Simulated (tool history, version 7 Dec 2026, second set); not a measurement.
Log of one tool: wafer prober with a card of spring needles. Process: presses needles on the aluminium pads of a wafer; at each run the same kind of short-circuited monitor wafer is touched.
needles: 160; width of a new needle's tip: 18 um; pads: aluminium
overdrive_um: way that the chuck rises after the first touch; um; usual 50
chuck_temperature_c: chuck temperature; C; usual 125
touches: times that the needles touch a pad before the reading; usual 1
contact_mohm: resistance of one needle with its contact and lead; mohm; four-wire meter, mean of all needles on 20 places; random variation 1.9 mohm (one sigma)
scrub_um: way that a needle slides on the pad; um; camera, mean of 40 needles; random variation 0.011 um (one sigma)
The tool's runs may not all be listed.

run	hour	overdrive_um	chuck_temperature_c	touches	contact_mohm	scrub_um
1	0	50	125	1	199	7.74
2	9.9	50	125	1	194	7.73
# hour 23.7: tips cleaned on abrasive film
3	23.7	50	125	1	196	7.72
4	31.3	50	125	1	199	7.72
5	44.4	40	125	1	201	6.15
6	55.5	40	125	1	199	6.14
7	69.5	50	125	1	198	7.7
# hour 71.9: tips cleaned on abrasive film
8	81.9	50	125	2	195	7.67
9	89.3	50	125	2	199	7.66
10	101.4	50	125	2	194	7.68
11	113.5	50	125	2	195	7.66
# hour 120.2: tips cleaned on abrasive film
12	124.3	50	125	2	193	7.65
13	131.7	50	125	1	198	7.62
14	144.7	50	125	2	195	7.62
15	152.4	40	92	2	199	6.11
16	163.7	40	30	2	179	6.1
# hour 169.1: tips cleaned on abrasive film
17	178	48	26	1	176	7.32
18	186.3	48	26	1	174	7.29
19	199.3	32	69	2	195	4.85
20	210.3	67	33	2	169	10.16
21	216.4	67	38	3	172	10.17
# hour 217.4: tips cleaned on abrasive film
22	226.3	66	67	3	179	10
23	240.6	50	125	3	198	7.56
24	248	50	125	3	199	7.55
25	262.1	56	47	2	175	8.44
# hour 266.1: tips cleaned on abrasive film
26	275.1	56	47	2	179	8.45
# hour 280.4: gauge calibrated
27	282.5	69	125	1	190	10.65
28	291	43	34	1	181	6.65

4 ways to go on from here, each from the tool as it stands after run 28. What would each give?
A	298.1	50	96	2	?	?
B	298.1	43	75	1	?	?
C	298.1	43	32	2	?	?
D	298.1	54	35	1	?	?

run	contact_mohm	scrub_um
A	189	7.71
B	190	6.63
C	181	6.65
D	179	8.31
Without the tool's hidden state the same runs would have given:
run	contact_mohm	scrub_um
A	189	7.73
B	190	6.64
C	180	6.66
D	179	8.32
